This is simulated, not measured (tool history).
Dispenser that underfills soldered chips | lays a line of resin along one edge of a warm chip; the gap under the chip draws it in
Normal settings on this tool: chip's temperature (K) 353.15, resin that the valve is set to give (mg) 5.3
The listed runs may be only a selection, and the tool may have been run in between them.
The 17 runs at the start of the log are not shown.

| run | hour | chip's temperature (K) | resin that the valve is set to give (mg) | hours of work since the syringe was changed | hours of work since the valve was cleaned | hours of work since the stage was calibrated | time until the resin shows at the far edge (s) | resin that the valve gave (mg) |
|---|---|---|---|---|---|---|---|---|
| 18 | 80.9 | 353.15 | 5.3 | 5 | 136 | 181 | 31.1 | 4.69 |
|  | 83.7 | new syringe of resin |
| 19 | 85.4 | 353.15 | 5.3 | 1 | 139 | 184 | 24.4 | 4.6 |
|  | 88.3 | dispensing valve cleaned and set on the balance |
| 20 | 92.6 | 344.15 | 5.37 | 5 | 3 | 188 | 39.7 | 5.37 |
|  | 94.6 | new syringe of resin |
| 21 | 96.4 | 344.15 | 5.3 | 1 | 5 | 190 | 30.2 | 5.27 |
| 22 | 102.1 | 344.15 | 5.3 | 5 | 9 | 194 | 38.9 | 5.2 |
|  | 104.6 | new syringe of resin |
| 23 | 108.5 | 344.15 | 5.3 | 3 | 13 | 198 | 33.2 | 5.32 |
| 24 | 113.8 | 358.15 | 4.86 | 6 | 16 | 201 | 29 | 4.72 |
|  | 114.5 | new syringe of resin |
| 25 | 118 | 345.15 | 6.05 | 2 | 19 | 204 | 31.1 | 5.9 |
| 26 | 121.4 | 362.15 | 5.83 | 5 | 21 | 206 | 21.9 | 5.73 |
|  | 124.4 | new syringe of resin |
| 27 | 125 | 338.15 | 5.67 | 0 | 23 | 208 | 33.8 | 5.52 |
| 28 | 130.9 | 357.15 | 6.81 | 4 | 27 | 212 | 24.7 | 6.58 |

For run 29, what comes out?
|  | 134.4 | new syringe of resin |
| 29 | 136.2 | 361.15 | 4.91 | 1 | 31 | 216 | ? | ? |

time until the resin shows at the far edge (s): 18.8
resin that the valve gave (mg): 4.74
With no hidden state in the tool, this same run would have given time until the resin shows at the far edge (s) 16.7, resin that the valve gave (mg) 4.88.
